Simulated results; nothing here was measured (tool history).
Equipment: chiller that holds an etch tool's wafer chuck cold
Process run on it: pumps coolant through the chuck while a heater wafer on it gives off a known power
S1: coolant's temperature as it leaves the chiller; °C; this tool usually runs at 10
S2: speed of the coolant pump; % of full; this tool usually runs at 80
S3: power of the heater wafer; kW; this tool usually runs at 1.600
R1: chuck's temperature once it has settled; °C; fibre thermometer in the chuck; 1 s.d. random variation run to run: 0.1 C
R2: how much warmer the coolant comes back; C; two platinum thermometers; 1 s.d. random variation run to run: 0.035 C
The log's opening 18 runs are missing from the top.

run    hour  S1  S2     S3    R1    R2
 19  1360.2   8  94  2.014  24.3  6.22
 20  1429.9  18  84  0.916  25.9  3.36
 21  1479.3  10  84  1.600  23.9  5.57
 22  1564.8  10  84  1.600  24.0  5.59
 23  1634.2  17  95  1.600  29.5  4.91
 24  1704.3  17  95  1.600  30.0  4.94
 25  1772.5   2  83  1.432  14.5  5.15
 26  1848.0   9  80  1.600  23.3  5.98
 27  1920.0   3  88  1.096  12.2  3.85
 28  2001.2   3  88  1.096  12.2  3.83
 29  2085.4  15  88  1.096  24.1  3.83
 30  2176.5  18  89  1.356  29.5  4.59
 31  2248.5  11  63  0.848  19.7  4.33

Consider 3 possible next runs. They are alternatives, not a sequence: every one starts from the tool as it was left by run 31. What does each give?
     2315.8  -- chiller's thermometer calibrated
     2346.7  -- coolant changed, channels flushed
  A  2363.4  12  88  0.827   ?   ?
     2315.8  -- chiller's thermometer calibrated
     2346.7  -- coolant changed, channels flushed
  B  2363.4  17  78  0.848   ?   ?
     2315.8  -- chiller's thermometer calibrated
     2346.7  -- coolant changed, channels flushed
  C  2363.4  15  65  1.367   ?   ?

run    R1    R2
  A  18.9  3.02
  B  24.7  3.46
  C  29.0  6.58
Stripped of hidden state, with their random variation kept, the same runs would have yielded:
run    R1    R2
  A  18.9  2.66
  B  24.7  3.10
  C  28.9  6.22
